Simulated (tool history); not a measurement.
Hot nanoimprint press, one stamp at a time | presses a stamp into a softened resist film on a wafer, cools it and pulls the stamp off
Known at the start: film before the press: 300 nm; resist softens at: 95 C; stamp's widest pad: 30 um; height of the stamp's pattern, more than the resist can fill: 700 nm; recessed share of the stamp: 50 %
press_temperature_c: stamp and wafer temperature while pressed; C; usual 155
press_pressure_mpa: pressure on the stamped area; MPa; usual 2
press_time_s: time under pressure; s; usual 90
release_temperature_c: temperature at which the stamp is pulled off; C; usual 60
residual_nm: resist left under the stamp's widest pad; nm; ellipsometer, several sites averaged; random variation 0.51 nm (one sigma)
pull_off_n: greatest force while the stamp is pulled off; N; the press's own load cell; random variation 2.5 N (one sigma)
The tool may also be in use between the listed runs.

run   hour  press_temperature_c  press_pressure_mpa  press_time_s  release_temperature_c  residual_nm  pull_off_n
  1      0                  155                   2            90                     60          110         144
  2      8                  155                1.52            90                     60        123.5         151
  3   17.6                  155                1.52            90                     56        122.9         152
  4   26.6                  155                1.52            90                     56        124.1         157
  5   31.9                  155                1.52            90                     56        122.6         153
  6   41.3                  155                   2            90                     60        109.3         148
  7   51.5                  155                   2            90                     60        109.7         147
  8     58                  155                   2           170                     60         82.5         152
  9   65.7                  151                2.43           116                     48        118.9         174
 10   73.3                  155                   2            48                     45        141.1         190
 11   79.6                  165                1.67            84                     65         62.1         138
 12   88.9                  158                1.66            66                     49          110         178
 13  100.1                  152                3.15           165                     53         83.4         171
 14  108.4                  152                3.15           165                     53           84         169
 15  117.6                  152                3.15           165                     53           83         170
 16  127.7                  152                3.15           165                     53         84.5         169

Forecast each of these 3 alternatives for the next run:
  A  132.9                  152                1.85           165                     53            ?           ?
  B  132.9                  155                1.77            89                     60            ?           ?
  C  132.9                  152                3.15           165                     67            ?           ?

run  residual_nm  pull_off_n
  A        106.7         166
  B          116         155
  C         84.2         139
Without the tool's hidden state the same runs would have given:
run  residual_nm  pull_off_n
  A        109.6         121
  B        118.9         112
  C         86.4         101
